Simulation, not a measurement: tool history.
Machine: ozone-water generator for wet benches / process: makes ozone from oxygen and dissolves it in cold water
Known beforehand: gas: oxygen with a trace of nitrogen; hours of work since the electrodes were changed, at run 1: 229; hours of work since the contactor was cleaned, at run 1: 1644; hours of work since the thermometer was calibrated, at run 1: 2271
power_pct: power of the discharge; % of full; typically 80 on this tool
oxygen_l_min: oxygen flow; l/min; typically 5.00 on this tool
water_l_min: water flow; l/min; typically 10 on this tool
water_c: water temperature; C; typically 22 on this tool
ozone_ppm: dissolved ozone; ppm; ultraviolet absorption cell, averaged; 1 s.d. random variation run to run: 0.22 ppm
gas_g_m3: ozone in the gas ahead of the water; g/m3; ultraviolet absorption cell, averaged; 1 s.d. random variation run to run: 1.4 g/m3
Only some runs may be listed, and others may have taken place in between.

| run | hour | power_pct | oxygen_l_min | water_l_min | water_c | hours of work since the electrodes were changed | hours of work since the contactor was cleaned | hours of work since the thermometer was calibrated | ozone_ppm | gas_g_m3 |
|---|---|---|---|---|---|---|---|---|---|---|
| 1 | 0.0 | 80 | 5.00 | 10 | 22 | 229 | 1644 | 2271 | 31.2 | 260.2 |
| 2 | 20.2 | 80 | 5.00 | 10 | 22 | 246 | 1661 | 2288 | 31.1 | 260.8 |
| 3 | 39.9 | 80 | 5.00 | 10 | 22 | 263 | 1678 | 2305 | 31.2 | 260.3 |
| 4 | 65.7 | 80 | 5.00 | 10 | 19 | 285 | 1700 | 2327 | 32.8 | 258.1 |
| 5 | 79.2 | 80 | 5.00 | 10 | 19 | 297 | 1712 | 2339 | 33.4 | 257.9 |
| 6 | 97.2 | 80 | 5.00 | 10 | 19 | 312 | 1727 | 2354 | 33.1 | 255.2 |
| 7 | 126.5 | 80 | 5.00 | 10 | 19 | 337 | 1752 | 2380 | 33.0 | 257.0 |
| 8 | 141.4 | 80 | 5.00 | 10 | 19 | 350 | 1765 | 2392 | 32.9 | 256.3 |
|  | 147.9 | contactor cleaned |
| 9 | 166.2 | 80 | 5.00 | 10 | 19 | 368 | 16 | 2410 | 32.3 | 257.1 |
| 10 | 187.6 | 80 | 5.00 | 10 | 19 | 386 | 34 | 2429 | 32.4 | 256.3 |
| 11 | 202.9 | 80 | 5.00 | 10 | 19 | 400 | 47 | 2442 | 32.6 | 255.5 |
| 12 | 231.6 | 80 | 5.00 | 10 | 19 | 424 | 72 | 2467 | 32.7 | 257.5 |
|  | 240.3 | contactor cleaned, once more |
| 13 | 249.6 | 80 | 5.00 | 10 | 19 | 436 | 8 | 2479 | 33.9 | 260.1 |
| 14 | 273.9 | 80 | 5.00 | 10 | 19 | 457 | 29 | 2499 | 34.0 | 256.1 |
| 15 | 302.9 | 80 | 5.00 | 10 | 19 | 482 | 54 | 2524 | 33.8 | 256.5 |
| 16 | 320.5 | 80 | 5.00 | 10 | 19 | 497 | 69 | 2539 | 33.9 | 259.7 |
| 17 | 350.5 | 80 | 5.00 | 10 | 19 | 523 | 95 | 2565 | 34.0 | 258.0 |
| 18 | 369.8 | 77 | 3.40 | 13 | 22 | 540 | 111 | 2582 | 24.8 | 300.1 |
|  | 375.7 | water thermometer calibrated |
| 19 | 397.4 | 41 | 5.00 | 10 | 17 | 563 | 135 | 19 | 23.4 | 169.7 |
| 20 | 423.7 | 92 | 7.39 | 10 | 22 | 586 | 157 | 41 | 32.9 | 233.2 |
| 21 | 440.3 | 84 | 8.77 | 10 | 28 | 600 | 171 | 56 | 25.8 | 203.3 |
| 22 | 456.7 | 80 | 5.00 | 10 | 27 | 614 | 186 | 70 | 28.8 | 256.0 |
| 23 | 486.9 | 80 | 7.52 | 9 | 28 | 640 | 211 | 96 | 27.5 | 210.9 |
| 24 | 507.1 | 80 | 7.52 | 9 | 28 | 657 | 229 | 113 | 27.6 | 212.6 |
| 25 | 526.8 | 80 | 7.52 | 9 | 28 | 674 | 246 | 130 | 27.7 | 210.2 |
| 26 | 553.3 | 80 | 3.79 | 9 | 28 | 697 | 269 | 153 | 31.5 | 290.0 |
| 27 | 580.6 | 49 | 4.68 | 9 | 22 | 720 | 292 | 176 | 25.8 | 195.2 |
| 28 | 610.7 | 53 | 3.36 | 16 | 29 | 746 | 318 | 202 | 14.5 | 237.5 |
| 29 | 630.8 | 53 | 5.53 | 16 | 16 | 763 | 335 | 219 | 18.2 | 188.0 |
| 30 | 651.4 | 54 | 7.40 | 16 | 16 | 781 | 353 | 237 | 18.2 | 167.3 |
| 31 | 678.7 | 40 | 7.40 | 16 | 20 | 805 | 376 | 260 | 14.3 | 138.6 |

Consider 4 possible next runs. They are alternatives, not a sequence: every one starts from the tool as it was left by run 31. What does each give?
| A | 697.3 | 80 | 5.00 | 10 | 15 | 821 | 392 | 276 | ? | ? |
| B | 697.3 | 87 | 5.80 | 14 | 22 | 821 | 392 | 276 | ? | ? |
| C | 697.3 | 68 | 5.87 | 10 | 14 | 821 | 392 | 276 | ? | ? |
| D | 697.3 | 74 | 5.76 | 10 | 22 | 821 | 392 | 276 | ? | ? |

| run | ozone_ppm | gas_g_m3 |
|---|---|---|
| A | 36.2 | 250.6 |
| B | 25.0 | 246.8 |
| C | 33.0 | 212.6 |
| D | 29.6 | 225.8 |
Had the tool no hidden state, the same runs would have come out as:
| run | ozone_ppm | gas_g_m3 |
|---|---|---|
| A | 37.2 | 255.2 |
| B | 25.8 | 251.7 |
| C | 33.9 | 216.1 |
| D | 30.4 | 229.9 |
